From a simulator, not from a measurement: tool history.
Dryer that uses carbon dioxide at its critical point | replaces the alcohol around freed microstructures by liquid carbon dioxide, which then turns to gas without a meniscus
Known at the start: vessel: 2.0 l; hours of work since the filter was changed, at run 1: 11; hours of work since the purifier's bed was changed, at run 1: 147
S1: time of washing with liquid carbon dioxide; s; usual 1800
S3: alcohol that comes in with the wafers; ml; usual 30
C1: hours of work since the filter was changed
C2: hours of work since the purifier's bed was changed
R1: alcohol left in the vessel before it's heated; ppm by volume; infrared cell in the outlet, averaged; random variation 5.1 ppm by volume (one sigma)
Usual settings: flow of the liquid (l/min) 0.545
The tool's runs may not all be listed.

{"run": 1, "hour": 0.0, "S1": 1800, "flow of the liquid (l/min)": 0.545, "S3": 30, "C1": 11, "C2": 147, "R1": 82}
{"run": 2, "hour": 46.5, "S1": 1260, "flow of the liquid (l/min)": 0.545, "S3": 30, "C1": 27, "C2": 164, "R1": 282}
{"run": 3, "hour": 97.3, "S1": 1260, "flow of the liquid (l/min)": 0.545, "S3": 30, "C1": 45, "C2": 181, "R1": 309}
{"run": 4, "hour": 131.3, "S1": 1620, "flow of the liquid (l/min)": 0.545, "S3": 30, "C1": 57, "C2": 193, "R1": 124}
{"run": 5, "hour": 169.7, "S1": 1860, "flow of the liquid (l/min)": 0.545, "S3": 30, "C1": 70, "C2": 207, "R1": 91}
{"run": 6, "hour": 225.8, "S1": 1860, "flow of the liquid (l/min)": 0.545, "S3": 30, "C1": 90, "C2": 226, "R1": 86}
{"run": 7, "hour": 255.4, "S1": 1860, "flow of the liquid (l/min)": 0.545, "S3": 30, "C1": 100, "C2": 237, "R1": 89}
{"run": 8, "hour": 293.9, "S1": 1860, "flow of the liquid (l/min)": 0.545, "S3": 30, "C1": 114, "C2": 250, "R1": 90}
{"run": 9, "hour": 342.1, "S1": 1860, "flow of the liquid (l/min)": 0.545, "S3": 55, "C1": 131, "C2": 267, "R1": 144}
{"run": 10, "hour": 378.4, "S1": 1860, "flow of the liquid (l/min)": 0.598, "S3": 55, "C1": 143, "C2": 280, "R1": 120}
{"run": 11, "hour": 421.1, "S1": 1860, "flow of the liquid (l/min)": 0.598, "S3": 55, "C1": 158, "C2": 295, "R1": 126}
{"run": 12, "hour": 462.0, "S1": 1860, "flow of the liquid (l/min)": 0.541, "S3": 55, "C1": 173, "C2": 309, "R1": 174}
{"run": 13, "hour": 517.6, "S1": 1740, "flow of the liquid (l/min)": 0.545, "S3": 30, "C1": 192, "C2": 329, "R1": 149}
{"run": 14, "hour": 550.5, "S1": 1740, "flow of the liquid (l/min)": 0.469, "S3": 33, "C1": 204, "C2": 340, "R1": 274}
{"hour": 594.3, "done": "inlet filter changed"}
{"run": 15, "hour": 595.1, "S1": 1800, "flow of the liquid (l/min)": 0.604, "S3": 30, "C1": 0, "C2": 355, "R1": 83}
{"run": 16, "hour": 625.3, "S1": 1620, "flow of the liquid (l/min)": 0.414, "S3": 61, "C1": 11, "C2": 366, "R1": 615}
{"run": 17, "hour": 678.8, "S1": 1800, "flow of the liquid (l/min)": 0.921, "S3": 20, "C1": 30, "C2": 385, "R1": 58}
{"run": 18, "hour": 727.9, "S1": 1260, "flow of the liquid (l/min)": 0.487, "S3": 69, "C1": 47, "C2": 402, "R1": 1040}
{"run": 19, "hour": 769.1, "S1": 1320, "flow of the liquid (l/min)": 0.487, "S3": 69, "C1": 61, "C2": 416, "R1": 901}
{"run": 20, "hour": 796.0, "S1": 1320, "flow of the liquid (l/min)": 0.487, "S3": 69, "C1": 71, "C2": 426, "R1": 930}
{"run": 21, "hour": 851.6, "S1": 1620, "flow of the liquid (l/min)": 0.419, "S3": 69, "C1": 90, "C2": 445, "R1": 807}
{"run": 22, "hour": 905.7, "S1": 2520, "flow of the liquid (l/min)": 0.593, "S3": 30, "C1": 109, "C2": 464, "R1": 67}
{"run": 23, "hour": 949.3, "S1": 1500, "flow of the liquid (l/min)": 0.549, "S3": 49, "C1": 124, "C2": 479, "R1": 342}
{"run": 24, "hour": 980.6, "S1": 1500, "flow of the liquid (l/min)": 0.549, "S3": 49, "C1": 135, "C2": 490, "R1": 337}

5 ways to go on from here, each from the tool as it stands after run 24. What would each give?
{"run": "A", "hour": 1026.0, "S1": 1260, "flow of the liquid (l/min)": 0.696, "S3": 37, "C1": 151, "C2": 506, "R1": "?"}
{"run": "B", "hour": 1026.0, "S1": 1500, "flow of the liquid (l/min)": 0.46, "S3": 49, "C1": 151, "C2": 506, "R1": "?"}
{"run": "C", "hour": 1026.0, "S1": 1500, "flow of the liquid (l/min)": 0.73, "S3": 49, "C1": 151, "C2": 506, "R1": "?"}
{"run": "D", "hour": 1026.0, "S1": 1500, "flow of the liquid (l/min)": 0.652, "S3": 37, "C1": 151, "C2": 506, "R1": "?"}
{"run": "E", "hour": 1026.0, "S1": 1560, "flow of the liquid (l/min)": 0.545, "S3": 30, "C1": 151, "C2": 506, "R1": "?"}

run=A R1=256
run=B R1=669
run=C R1=144
run=D R1=183
run=E R1=234
Without the tool's hidden state the same runs would have given:
run=A R1=120
run=B R1=407
run=C R1=39
run=D R1=69
run=E R1=108
